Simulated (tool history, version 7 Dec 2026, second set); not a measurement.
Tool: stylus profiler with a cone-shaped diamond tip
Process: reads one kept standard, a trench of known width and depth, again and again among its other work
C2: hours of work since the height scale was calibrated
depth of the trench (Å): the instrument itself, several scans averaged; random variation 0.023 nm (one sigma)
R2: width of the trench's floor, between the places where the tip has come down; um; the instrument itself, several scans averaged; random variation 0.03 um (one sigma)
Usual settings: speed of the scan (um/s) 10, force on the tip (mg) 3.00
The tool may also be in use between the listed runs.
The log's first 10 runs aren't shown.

run 11 hour=311.9 | speed_of_the_scan_(um/s)=13 force_on_the_tip_(mg)=3.00 | scans_with_this_tip=5268 C2=667 | depth_of_the_trench_(Å)=1005.1 R2=18.39
run 12 hour=330.2 | speed_of_the_scan_(um/s)=10 force_on_the_tip_(mg)=3.00 | scans_with_this_tip=5354 C2=678 | depth_of_the_trench_(Å)=1005.4 R2=18.42
run 13 hour=349.0 | speed_of_the_scan_(um/s)=10 force_on_the_tip_(mg)=3.00 | scans_with_this_tip=5442 C2=689 | depth_of_the_trench_(Å)=1004.9 R2=18.33
run 14 hour=373.8 | speed_of_the_scan_(um/s)=10 force_on_the_tip_(mg)=3.00 | scans_with_this_tip=5559 C2=704 | depth_of_the_trench_(Å)=1005.3 R2=18.32
run 15 hour=408.1 | speed_of_the_scan_(um/s)=10 force_on_the_tip_(mg)=4.03 | scans_with_this_tip=5720 C2=724 | depth_of_the_trench_(Å)=1006.3 R2=18.36
run 16 hour=427.5 | speed_of_the_scan_(um/s)=10 force_on_the_tip_(mg)=4.03 | scans_with_this_tip=5812 C2=736 | depth_of_the_trench_(Å)=1006.3 R2=18.32
run 17 hour=449.2 | speed_of_the_scan_(um/s)=3 force_on_the_tip_(mg)=3.00 | scans_with_this_tip=5914 C2=749 | depth_of_the_trench_(Å)=1005.3 R2=18.37
run 18 hour=491.4 | speed_of_the_scan_(um/s)=3 force_on_the_tip_(mg)=3.00 | scans_with_this_tip=6112 C2=774 | depth_of_the_trench_(Å)=1004.5 R2=18.39
run 19 hour=511.8 | speed_of_the_scan_(um/s)=3 force_on_the_tip_(mg)=3.00 | scans_with_this_tip=6208 C2=786 | depth_of_the_trench_(Å)=1004.5 R2=18.30
run 20 hour=553.3 | speed_of_the_scan_(um/s)=3 force_on_the_tip_(mg)=3.00 | scans_with_this_tip=6403 C2=811 | depth_of_the_trench_(Å)=1004.5 R2=18.40
run 21 hour=585.3 | speed_of_the_scan_(um/s)=10 force_on_the_tip_(mg)=3.00 | scans_with_this_tip=6554 C2=830 | depth_of_the_trench_(Å)=1004.3 R2=18.34
run 22 hour=613.0 | speed_of_the_scan_(um/s)=10 force_on_the_tip_(mg)=3.00 | scans_with_this_tip=6684 C2=846 | depth_of_the_trench_(Å)=1004.7 R2=18.30
run 23 hour=642.0 | speed_of_the_scan_(um/s)=10 force_on_the_tip_(mg)=1.35 | scans_with_this_tip=6820 C2=864 | depth_of_the_trench_(Å)=1001.2 R2=18.30
run 24 hour=669.4 | speed_of_the_scan_(um/s)=20 force_on_the_tip_(mg)=1.22 | scans_with_this_tip=6949 C2=880 | depth_of_the_trench_(Å)=1000.8 R2=18.31
run 25 hour=695.5 | speed_of_the_scan_(um/s)=4 force_on_the_tip_(mg)=8.64 | scans_with_this_tip=7072 C2=895 | depth_of_the_trench_(Å)=1012.1 R2=18.35
run 26 hour=727.7 | speed_of_the_scan_(um/s)=3 force_on_the_tip_(mg)=7.12 | scans_with_this_tip=7224 C2=915 | depth_of_the_trench_(Å)=1010.0 R2=18.30
run 27 hour=763.8 | speed_of_the_scan_(um/s)=6 force_on_the_tip_(mg)=5.90 | scans_with_this_tip=7393 C2=936 | depth_of_the_trench_(Å)=1008.5 R2=18.29
run 28 hour=803.7 | speed_of_the_scan_(um/s)=25 force_on_the_tip_(mg)=4.01 | scans_with_this_tip=7581 C2=960 | depth_of_the_trench_(Å)=1005.7 R2=18.22

The next listed run, before its measurement:
run 29 hour=838.2 | speed_of_the_scan_(um/s)=28 force_on_the_tip_(mg)=1.14 | scans_with_this_tip=7743 C2=980 | depth_of_the_trench_(Å)=? R2=?

depth of the trench (Å): 1000.8
R2: 18.19 um
Without the tool's hidden state the same run would have given depth of the trench (Å) 1004.3, R2 18.47 um.

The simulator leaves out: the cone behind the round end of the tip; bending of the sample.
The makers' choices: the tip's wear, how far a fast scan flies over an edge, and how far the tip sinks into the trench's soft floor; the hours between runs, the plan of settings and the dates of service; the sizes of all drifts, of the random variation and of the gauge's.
